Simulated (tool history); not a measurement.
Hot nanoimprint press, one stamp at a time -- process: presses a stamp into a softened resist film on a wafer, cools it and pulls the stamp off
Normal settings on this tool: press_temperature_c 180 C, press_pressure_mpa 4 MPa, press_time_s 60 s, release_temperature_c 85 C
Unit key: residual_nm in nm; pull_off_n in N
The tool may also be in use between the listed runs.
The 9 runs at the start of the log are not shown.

run   hour  press_temperature_c  press_pressure_mpa  press_time_s  release_temperature_c  residual_nm  pull_off_n
        65  -- plate thermocouple calibrated
 10   67.3                  180                   4            60                     85        316.9         201
 11   75.8                  180                   4            60                     78        316.4         241
 12   83.1                  180                   4            60                     85        317.5         206
 13   90.7                  180                   4            60                     85        319.5         211
 14   99.7                  180                   4            60                     85        319.9         204
 15  106.6                  180                   4            60                     85        317.6         220
 16  115.5                  180                   4            60                     85        318.4         212
 17  120.6                  180                   4            60                     75        317.5         272

Predict the results of run 18:
 18  127.9                  180                   4            60                     75            ?           ?

{"run 18": {"residual_nm": 317.8, "pull_off_n": 266}}
The same run, on a tool lacking any hidden state, would have yielded residual_nm 318.8 nm, pull_off_n 215 N.

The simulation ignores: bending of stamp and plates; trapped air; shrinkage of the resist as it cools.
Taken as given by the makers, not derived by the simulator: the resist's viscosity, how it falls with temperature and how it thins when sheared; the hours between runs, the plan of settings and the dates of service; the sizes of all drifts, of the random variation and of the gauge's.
